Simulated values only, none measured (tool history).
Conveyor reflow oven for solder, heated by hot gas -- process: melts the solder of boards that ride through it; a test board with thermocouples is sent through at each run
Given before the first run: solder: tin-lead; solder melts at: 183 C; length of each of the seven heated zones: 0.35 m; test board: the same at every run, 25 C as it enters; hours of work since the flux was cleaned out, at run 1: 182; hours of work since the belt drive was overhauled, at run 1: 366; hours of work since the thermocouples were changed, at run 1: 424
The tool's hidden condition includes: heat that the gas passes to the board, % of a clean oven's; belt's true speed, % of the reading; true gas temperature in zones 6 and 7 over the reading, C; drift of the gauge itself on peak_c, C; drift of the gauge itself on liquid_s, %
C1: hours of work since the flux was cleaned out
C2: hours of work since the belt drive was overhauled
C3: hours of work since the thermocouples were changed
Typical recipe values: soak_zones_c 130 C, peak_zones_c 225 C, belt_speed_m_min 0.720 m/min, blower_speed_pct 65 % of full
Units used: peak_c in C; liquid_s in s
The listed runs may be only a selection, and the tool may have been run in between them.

run 1 day=0.000 | soak_zones_c=130 peak_zones_c=225 belt_speed_m_min=0.720 blower_speed_pct=65 | C1=182 C2=366 C3=424 | peak_c=201.9 liquid_s=29.3
run 2 day=1.725 | soak_zones_c=134 peak_zones_c=225 belt_speed_m_min=0.720 blower_speed_pct=65 | C1=213 C2=398 C3=455 | peak_c=202.1 liquid_s=29.8
run 3 day=3.004 | soak_zones_c=130 peak_zones_c=225 belt_speed_m_min=0.705 blower_speed_pct=65 | C1=237 C2=421 C3=479 | peak_c=202.1 liquid_s=31.0
run 4 day=4.796 | soak_zones_c=117 peak_zones_c=225 belt_speed_m_min=0.720 blower_speed_pct=65 | C1=270 C2=454 C3=512 | peak_c=198.0 liquid_s=22.3
run 5 day=7.183 | soak_zones_c=117 peak_zones_c=225 belt_speed_m_min=0.720 blower_speed_pct=65 | C1=314 C2=498 C3=556 | peak_c=197.8 liquid_s=22.8
run 6 day=9.062 | soak_zones_c=117 peak_zones_c=225 belt_speed_m_min=0.720 blower_speed_pct=65 | C1=348 C2=533 C3=590 | peak_c=197.5 liquid_s=21.9
run 7 day=10.550 | soak_zones_c=129 peak_zones_c=225 belt_speed_m_min=0.720 blower_speed_pct=65 | C1=376 C2=560 C3=618 | peak_c=199.7 liquid_s=26.9
run 8 day=13.150 | soak_zones_c=130 peak_zones_c=228 belt_speed_m_min=0.720 blower_speed_pct=65 | C1=424 C2=608 C3=666 | peak_c=202.1 liquid_s=30.3
run 9 day=15.546 | soak_zones_c=130 peak_zones_c=225 belt_speed_m_min=0.720 blower_speed_pct=65 | C1=468 C2=652 C3=710 | peak_c=199.9 liquid_s=28.0
-- day=17.142 flux residue cleaned out of gas plates and filters
run 10 day=17.625 | soak_zones_c=130 peak_zones_c=225 belt_speed_m_min=0.655 blower_speed_pct=65 | C1=9 C2=686 C3=744 | peak_c=202.1 liquid_s=33.3
run 11 day=19.958 | soak_zones_c=130 peak_zones_c=225 belt_speed_m_min=0.720 blower_speed_pct=65 | C1=52 C2=729 C3=787 | peak_c=198.9 liquid_s=25.7
run 12 day=22.446 | soak_zones_c=130 peak_zones_c=225 belt_speed_m_min=0.720 blower_speed_pct=65 | C1=98 C2=775 C3=833 | peak_c=198.1 liquid_s=25.7
run 13 day=24.908 | soak_zones_c=136 peak_zones_c=225 belt_speed_m_min=0.720 blower_speed_pct=69 | C1=143 C2=820 C3=878 | peak_c=200.4 liquid_s=29.5
-- day=25.921 flux residue cleaned out of gas plates and filters, once more
run 14 day=26.454 | soak_zones_c=118 peak_zones_c=225 belt_speed_m_min=0.720 blower_speed_pct=69 | C1=10 C2=845 C3=903 | peak_c=199.7 liquid_s=26.3
run 15 day=28.846 | soak_zones_c=118 peak_zones_c=225 belt_speed_m_min=0.720 blower_speed_pct=69 | C1=54 C2=889 C3=947 | peak_c=200.0 liquid_s=25.8
run 16 day=31.475 | soak_zones_c=130 peak_zones_c=225 belt_speed_m_min=0.720 blower_speed_pct=87 | C1=102 C2=937 C3=995 | peak_c=204.9 liquid_s=34.7
run 17 day=32.950 | soak_zones_c=144 peak_zones_c=225 belt_speed_m_min=0.720 blower_speed_pct=65 | C1=129 C2=965 C3=1022 | peak_c=204.0 liquid_s=36.0
run 18 day=34.762 | soak_zones_c=144 peak_zones_c=225 belt_speed_m_min=0.624 blower_speed_pct=88 | C1=163 C2=998 C3=1056 | peak_c=211.0 liquid_s=51.1
run 19 day=36.567 | soak_zones_c=144 peak_zones_c=225 belt_speed_m_min=0.624 blower_speed_pct=88 | C1=196 C2=1031 C3=1089 | peak_c=210.9 liquid_s=51.9
run 20 day=38.971 | soak_zones_c=130 peak_zones_c=225 belt_speed_m_min=0.822 blower_speed_pct=66 | C1=240 C2=1075 C3=1133 | peak_c=195.3 liquid_s=19.6
run 21 day=41.042 | soak_zones_c=117 peak_zones_c=232 belt_speed_m_min=0.612 blower_speed_pct=66 | C1=278 C2=1113 C3=1171 | peak_c=209.2 liquid_s=41.6
run 22 day=43.354 | soak_zones_c=130 peak_zones_c=234 belt_speed_m_min=0.720 blower_speed_pct=67 | C1=321 C2=1156 C3=1214 | peak_c=207.5 liquid_s=34.1
run 23 day=44.883 | soak_zones_c=116 peak_zones_c=237 belt_speed_m_min=0.720 blower_speed_pct=57 | C1=349 C2=1184 C3=1242 | peak_c=203.6 liquid_s=27.9

Here are 3 independent what-if runs from the current tool condition. What would each one return?
run A day=46.658 | soak_zones_c=136 peak_zones_c=232 belt_speed_m_min=0.720 blower_speed_pct=62 | C1=382 C2=1217 C3=1275 | peak_c=? liquid_s=?
run B day=46.658 | soak_zones_c=130 peak_zones_c=233 belt_speed_m_min=0.720 blower_speed_pct=83 | C1=382 C2=1217 C3=1275 | peak_c=? liquid_s=?
run C day=46.658 | soak_zones_c=120 peak_zones_c=237 belt_speed_m_min=0.734 blower_speed_pct=76 | C1=382 C2=1217 C3=1275 | peak_c=? liquid_s=?

run=A peak_c=205.1 liquid_s=34.9
run=B peak_c=210.6 liquid_s=38.0
run=C peak_c=209.3 liquid_s=34.0
Take away the tool's hidden state, keep each run's random variation, and the runs would have read:
run=A peak_c=209.5 liquid_s=37.3
run=B peak_c=215.5 liquid_s=40.2
run=C peak_c=214.1 liquid_s=36.3
